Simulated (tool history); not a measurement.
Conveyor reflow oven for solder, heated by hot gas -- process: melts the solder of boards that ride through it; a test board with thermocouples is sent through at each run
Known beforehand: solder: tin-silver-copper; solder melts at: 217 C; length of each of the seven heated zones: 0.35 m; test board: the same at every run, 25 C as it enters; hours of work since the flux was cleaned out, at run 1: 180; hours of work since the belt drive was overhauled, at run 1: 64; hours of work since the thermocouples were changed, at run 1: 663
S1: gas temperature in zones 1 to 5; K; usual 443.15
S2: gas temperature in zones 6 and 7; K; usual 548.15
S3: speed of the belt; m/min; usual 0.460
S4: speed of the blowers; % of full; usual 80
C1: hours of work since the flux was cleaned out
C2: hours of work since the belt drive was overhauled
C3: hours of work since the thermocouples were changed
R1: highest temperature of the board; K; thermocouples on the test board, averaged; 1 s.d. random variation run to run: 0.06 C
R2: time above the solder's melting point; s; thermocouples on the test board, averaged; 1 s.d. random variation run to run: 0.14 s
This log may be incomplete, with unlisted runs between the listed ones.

run	day	S1	S2	S3	S4	C1	C2	C3	R1	R2
1	0.000	443.15	548.15	0.460	80	180	64	663	536.34	75.9
2	0.338	443.15	548.15	0.460	80	186	69	669	536.17	75.8
3	0.604	443.15	548.15	0.460	80	191	74	674	536.22	75.6
4	0.979	443.15	548.15	0.460	80	197	81	680	536.32	75.5
5	1.312	443.15	548.15	0.460	80	203	87	686	536.23	75.6
6	1.612	443.15	548.15	0.460	80	209	92	691	536.18	75.6
# day 1.733: thermocouples of zones 6 and 7 changed
7	2.058	443.15	548.15	0.460	80	215	98	6	534.93	74.7
8	2.467	443.15	541.15	0.460	80	222	105	13	528.49	70.3
# day 2.996: flux residue cleaned out of gas plates and filters
9	3.112	443.15	541.15	0.460	80	2	113	20	529.39	71.5
10	3.558	436.15	548.15	0.460	53	10	121	28	528.72	66.2
11	3.779	447.15	548.15	0.508	62	14	125	32	529.46	64.5
12	4.108	447.15	540.15	0.512	56	19	130	38	520.88	56.6
13	4.379	437.15	558.15	0.512	56	24	135	43	534.11	62.9

Consider 3 possible next runs. They are alternatives, not a sequence: every one starts from the tool as it was left by run 13. What does each give?
A	4.750	448.15	555.15	0.460	73	31	141	49	?	?
B	4.750	443.15	548.15	0.537	55	31	141	49	?	?
C	4.750	444.15	548.15	0.390	54	31	141	49	?	?

run	R1	R2
A	541.54	80.6
B	524.50	54.9
C	535.58	89.5
What these runs would have given with no unlogged condition in the tool:
run	R1	R2
A	541.72	80.5
B	524.70	54.9
C	535.65	89.4
